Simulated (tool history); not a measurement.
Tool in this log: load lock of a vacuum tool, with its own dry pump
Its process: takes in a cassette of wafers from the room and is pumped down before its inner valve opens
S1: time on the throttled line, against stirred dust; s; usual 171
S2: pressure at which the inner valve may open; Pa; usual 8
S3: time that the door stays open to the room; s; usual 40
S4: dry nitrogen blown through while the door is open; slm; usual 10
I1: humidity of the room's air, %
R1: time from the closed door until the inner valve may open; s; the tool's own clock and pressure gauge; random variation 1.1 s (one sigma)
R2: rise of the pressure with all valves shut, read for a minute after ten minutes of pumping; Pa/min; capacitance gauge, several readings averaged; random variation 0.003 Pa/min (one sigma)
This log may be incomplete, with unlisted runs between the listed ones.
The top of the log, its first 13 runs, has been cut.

Run 14, hour 1924.5: usual settings; I1 45.4. Result: R1 252.1 s, R2 0.049 Pa/min.
Run 15, hour 2015.4: usual settings; I1 45.6. Result: R1 253.2 s, R2 0.045 Pa/min.
Run 16, hour 2137.8: usual settings but S1 93 s; I1 46.4. Result: R1 186.3 s, R2 0.044 Pa/min.
Run 17, hour 2326.9: usual settings but S2 11 Pa; I1 41. Result: R1 248.5 s, R2 0.046 Pa/min.
Run 18, hour 2505.5: usual settings but S3 28 s; I1 44.5. Result: R1 251 s, R2 0.048 Pa/min.
At hour 2620.9: dry pump taken out, an overhauled one fitted.
Run 19, hour 2651.1: usual settings but S1 120 s, S4 12 slm; I1 44.3. Result: R1 198.1 s, R2 0.046 Pa/min.
Run 20, hour 2826.6: usual settings but S1 120 s, S4 12 slm; I1 45.1. Result: R1 196.5 s, R2 0.044 Pa/min.
Run 21, hour 3022.1: usual settings but S1 144 s, S2 12 Pa, S3 121 s; I1 49.1. Result: R1 213.6 s, R2 0.07 Pa/min.
Run 22, hour 3174.4: usual settings but S2 7 Pa, S4 40 slm; I1 43.3. Result: R1 242.8 s, R2 0.041 Pa/min.
Run 23, hour 3295.4: usual settings but S1 298 s, S2 6 Pa; I1 45.1. Result: R1 357.8 s, R2 0.051 Pa/min.
Run 24, hour 3473.7: usual settings but S1 112 s, S2 10 Pa, S3 51 s, S4 21 slm; I1 44.3. Result: R1 187.4 s, R2 0.048 Pa/min.
Run 25, hour 3658.9: usual settings but S1 274 s, S2 16 Pa, S3 51 s, S4 6 slm; I1 45.1. Result: R1 327.8 s, R2 0.056 Pa/min.
Run 26, hour 3800.2: usual settings but S1 274 s, S2 6 Pa, S3 191 s, S4 5 slm; I1 46.9. Result: R1 333.1 s, R2 0.088 Pa/min.
Run 27, hour 4009.9: usual settings but S1 274 s, S2 6 Pa, S3 191 s, S4 5 slm; I1 48.2. Result: R1 333.8 s, R2 0.085 Pa/min.
Run 28, hour 4210.4: usual settings but S1 274 s, S2 6 Pa, S3 191 s, S4 5 slm; I1 45.1. Result: R1 337 s, R2 0.086 Pa/min.
Run 29, hour 4315.9: usual settings but S1 274 s, S2 6 Pa, S3 59 s, S4 5 slm; I1 43.2. Result: R1 334.1 s, R2 0.063 Pa/min.
Run 30, hour 4537.8: usual settings but S1 295 s, S3 80 s, S4 38 slm; I1 44.8. Result: R1 351.3 s, R2 0.056 Pa/min.
Run 31, hour 4764.7: usual settings but S1 295 s, S3 80 s, S4 38 slm; I1 47.4. Result: R1 352.5 s, R2 0.059 Pa/min.
Run 32, hour 4935.3: usual settings but S2 16 Pa, S3 232 s; I1 43.6. Result: R1 234.5 s, R2 0.085 Pa/min.
Run 33, hour 5058.5: usual settings but S2 16 Pa, S3 105 s, S4 26 slm; I1 46.4. Result: R1 235.3 s, R2 0.064 Pa/min.
Run 34, hour 5202.4: usual settings but S2 16 Pa, S3 105 s, S4 26 slm; I1 42.5. Result: R1 237.8 s, R2 0.067 Pa/min.
Run 35, hour 5346.2: usual settings but S2 16 Pa, S3 105 s, S4 26 slm; I1 44.7. Result: R1 237 s, R2 0.064 Pa/min.
Run 36, hour 5453.5: usual settings but S1 98 s, S4 6 slm; I1 45.2. Result: R1 180.3 s, R2 0.053 Pa/min.

Here are 4 independent what-if runs from the current tool condition. What would each one return?
Run A, hour 5555: usual settings but S1 98 s, S2 11 Pa, S4 19 slm; I1 44.8. Result: R1 ?, R2 ?.
Run B, hour 5555: usual settings but S3 63 s; I1 44.9. Result: R1 ?, R2 ?.
Run C, hour 5555: usual settings but S1 136 s, S4 15 slm; I1 47.3. Result: R1 ?, R2 ?.
Run D, hour 5555: usual settings but S1 237 s, S2 14 Pa, S3 30 s; I1 47.1. Result: R1 ?, R2 ?.

run     R1     R2
  A  176.2   0.06
  B  244.3  0.066
  C  213.7  0.061
  D  292.3  0.063
With no hidden state in the tool, these same runs would have given:
run     R1     R2
  A  175.3  0.021
  B  243.4  0.028
  C  212.7  0.023
  D  291.7  0.025

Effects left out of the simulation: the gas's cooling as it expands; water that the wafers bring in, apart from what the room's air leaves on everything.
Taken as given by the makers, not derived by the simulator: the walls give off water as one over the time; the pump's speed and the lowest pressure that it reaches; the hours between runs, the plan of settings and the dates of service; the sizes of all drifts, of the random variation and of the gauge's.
